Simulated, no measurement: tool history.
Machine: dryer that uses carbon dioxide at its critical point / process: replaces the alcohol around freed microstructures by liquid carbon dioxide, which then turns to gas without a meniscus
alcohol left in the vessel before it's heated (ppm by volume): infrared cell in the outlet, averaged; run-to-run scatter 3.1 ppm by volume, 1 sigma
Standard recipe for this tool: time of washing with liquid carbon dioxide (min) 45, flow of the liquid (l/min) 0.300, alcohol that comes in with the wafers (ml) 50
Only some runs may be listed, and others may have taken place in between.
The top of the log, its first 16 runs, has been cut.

run,hour,time of washing with liquid carbon dioxide (min),flow of the liquid (l/min),alcohol that comes in with the wafers (ml),alcohol left in the vessel before it's heated (ppm by volume)
17,159.4,45,0.284,50,210
18,174.9,45,0.284,50,208
19,183.7,45,0.284,23,108
20,198.6,45,0.403,50,47
21,210.7,33,0.389,72,316
22,217.3,45,0.185,50,997
23,229.6,45,0.185,50,1000
24,236.5,52,0.370,28,33
25,252.0,54,0.466,65,32
26,266.9,54,0.466,65,32
27,273.4,54,0.466,84,34
28,287.6,58,0.381,88,39
29,295.1,47,0.215,64,689
30,305.0,47,0.187,33,578

Here are 4 independent what-if runs from the current tool condition. What would each one return?
A,315.3,45,0.431,50,?
B,315.3,47,0.384,33,?
C,315.3,55,0.206,80,?
D,315.3,30,0.187,33,?

run,alcohol left in the vessel before it's heated (ppm by volume)
A,49
B,49
C,532
D,1929
Had the tool no hidden state, the same runs would have come out as:
run,alcohol left in the vessel before it's heated (ppm by volume)
A,22
B,21
C,386
D,1658
